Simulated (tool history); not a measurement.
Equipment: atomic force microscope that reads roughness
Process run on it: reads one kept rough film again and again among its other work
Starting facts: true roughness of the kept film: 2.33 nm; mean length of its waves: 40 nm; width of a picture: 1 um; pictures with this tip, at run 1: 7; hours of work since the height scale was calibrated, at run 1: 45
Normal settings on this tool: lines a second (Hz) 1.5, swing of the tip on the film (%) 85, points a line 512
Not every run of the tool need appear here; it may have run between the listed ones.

run	day	lines a second (Hz)	swing of the tip on the film (%)	points a line	pictures with this tip	hours of work since the height scale was calibrated	roughness of the kept film (nm (root mean square))
1	0	1.5	85	512	7	45	1.879
2	0.446	1.5	85	512	24	51	1.86
3	0.95	1.5	85	512	42	58	1.82
4	1.408	1.5	85	512	59	65	1.801
5	1.925	1.5	85	512	78	72	1.747
6	2.254	3.99	85	512	90	77	1.38
7	2.683	3.99	85	512	106	83	1.363
8	2.992	2.16	85	512	117	87	1.585
# day 3.421: new tip fitted
9	3.421	2.16	85	512	0	93	1.78
10	4.004	1.63	85	512	22	102	1.815
11	4.296	1.63	85	512	33	106	1.819
12	4.733	1.51	56	340	49	112	2.039
13	5.1	1.51	56	340	62	117	2.01
14	5.533	3.39	83	962	78	123	1.518
15	5.925	0.6	86	472	93	129	1.88
16	6.2	1.5	76	512	103	133	1.787
17	6.458	0.66	65	375	112	136	1.923
18	6.85	1.98	66	412	126	142	1.793
# day 7.033: new tip fitted
19	7.358	1.98	56	328	12	149	2.094
20	7.692	3.84	56	328	25	154	2.006
21	8.088	0.55	56	328	39	159	2.091
22	8.433	0.55	56	328	52	164	2.067

Consider 3 possible next runs. They are alternatives, not a sequence: every one starts from the tool as it was left by run 22. What does each give?
A	8.771	1.56	71	631	64	169	?
B	8.771	0.63	56	463	64	169	?
C	8.771	0.55	56	418	64	169	?

run	roughness of the kept film (nm (root mean square))
A	1.908
B	2.053
C	2.055
With no hidden state in the tool, these same runs would have given:
run	roughness of the kept film (nm (root mean square))
A	2.052
B	2.208
C	2.21
